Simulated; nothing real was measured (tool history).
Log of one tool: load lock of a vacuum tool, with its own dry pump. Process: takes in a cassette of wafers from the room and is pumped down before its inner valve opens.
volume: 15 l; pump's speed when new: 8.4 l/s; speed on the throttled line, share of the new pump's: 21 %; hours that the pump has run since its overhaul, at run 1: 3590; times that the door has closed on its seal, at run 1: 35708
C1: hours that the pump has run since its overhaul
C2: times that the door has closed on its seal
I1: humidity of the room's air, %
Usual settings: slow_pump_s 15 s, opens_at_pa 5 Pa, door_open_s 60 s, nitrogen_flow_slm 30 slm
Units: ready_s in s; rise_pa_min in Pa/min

run 1 hour=0 | slow_pump_s=15 opens_at_pa=5 door_open_s=60 nitrogen_flow_slm=30 | C1=3590 C2=35708 | I1=46.1 | ready_s=30.3 rise_pa_min=0.281
run 2 hour=105.2 | slow_pump_s=15 opens_at_pa=5 door_open_s=60 nitrogen_flow_slm=30 | C1=3695 C2=36188 | I1=41.8 | ready_s=30.3 rise_pa_min=0.279
run 3 hour=151.6 | slow_pump_s=15 opens_at_pa=5 door_open_s=60 nitrogen_flow_slm=30 | C1=3741 C2=36400 | I1=47.7 | ready_s=30.3 rise_pa_min=0.287
run 4 hour=194.8 | slow_pump_s=15 opens_at_pa=5 door_open_s=60 nitrogen_flow_slm=30 | C1=3784 C2=36597 | I1=46.6 | ready_s=30.3 rise_pa_min=0.292
run 5 hour=243.1 | slow_pump_s=15 opens_at_pa=5 door_open_s=60 nitrogen_flow_slm=30 | C1=3833 C2=36817 | I1=45 | ready_s=30.3 rise_pa_min=0.291
run 6 hour=298 | slow_pump_s=15 opens_at_pa=5 door_open_s=60 nitrogen_flow_slm=30 | C1=3888 C2=37068 | I1=43.9 | ready_s=30.8 rise_pa_min=0.295
run 7 hour=394.7 | slow_pump_s=15 opens_at_pa=5 door_open_s=60 nitrogen_flow_slm=30 | C1=3984 C2=37509 | I1=43.9 | ready_s=30.1 rise_pa_min=0.301
run 8 hour=443.5 | slow_pump_s=15 opens_at_pa=5 door_open_s=60 nitrogen_flow_slm=30 | C1=4033 C2=37732 | I1=46.4 | ready_s=30.2 rise_pa_min=0.309
run 9 hour=491.6 | slow_pump_s=15 opens_at_pa=5 door_open_s=60 nitrogen_flow_slm=30 | C1=4081 C2=37951 | I1=43.2 | ready_s=30.2 rise_pa_min=0.304
run 10 hour=550.5 | slow_pump_s=15 opens_at_pa=5 door_open_s=60 nitrogen_flow_slm=30 | C1=4140 C2=38220 | I1=44.7 | ready_s=30.2 rise_pa_min=0.303
run 11 hour=593.6 | slow_pump_s=15 opens_at_pa=5 door_open_s=60 nitrogen_flow_slm=30 | C1=4183 C2=38417 | I1=44.3 | ready_s=30.2 rise_pa_min=0.317
run 12 hour=669.9 | slow_pump_s=15 opens_at_pa=5 door_open_s=60 nitrogen_flow_slm=30 | C1=4260 C2=38765 | I1=47.2 | ready_s=30.4 rise_pa_min=0.319
run 13 hour=753.4 | slow_pump_s=15 opens_at_pa=10 door_open_s=65 nitrogen_flow_slm=28 | C1=4343 C2=39146 | I1=45.6 | ready_s=28.8 rise_pa_min=0.323

4 ways to go on from here, each from the tool as it stands after run 13. What would each give?
run A hour=856.8 | slow_pump_s=15 opens_at_pa=9 door_open_s=43 nitrogen_flow_slm=30 | C1=4446 C2=39618 | I1=42.6 | ready_s=? rise_pa_min=?
run B hour=856.8 | slow_pump_s=15 opens_at_pa=10 door_open_s=65 nitrogen_flow_slm=11 | C1=4446 C2=39618 | I1=42.1 | ready_s=? rise_pa_min=?
run C hour=856.8 | slow_pump_s=28 opens_at_pa=5 door_open_s=52 nitrogen_flow_slm=30 | C1=4446 C2=39618 | I1=42.1 | ready_s=? rise_pa_min=?
run D hour=856.8 | slow_pump_s=15 opens_at_pa=5 door_open_s=60 nitrogen_flow_slm=30 | C1=4446 C2=39618 | I1=47 | ready_s=? rise_pa_min=?

run=A ready_s=28.9 rise_pa_min=0.315
run=B ready_s=28.7 rise_pa_min=0.353
run=C ready_s=40.3 rise_pa_min=0.316
run=D ready_s=30.3 rise_pa_min=0.323
Without the tool's hidden state the same runs would have given:
run=A ready_s=28.5 rise_pa_min=0.038
run=B ready_s=28.3 rise_pa_min=0.078
run=C ready_s=39.9 rise_pa_min=0.043
run=D ready_s=29.8 rise_pa_min=0.05
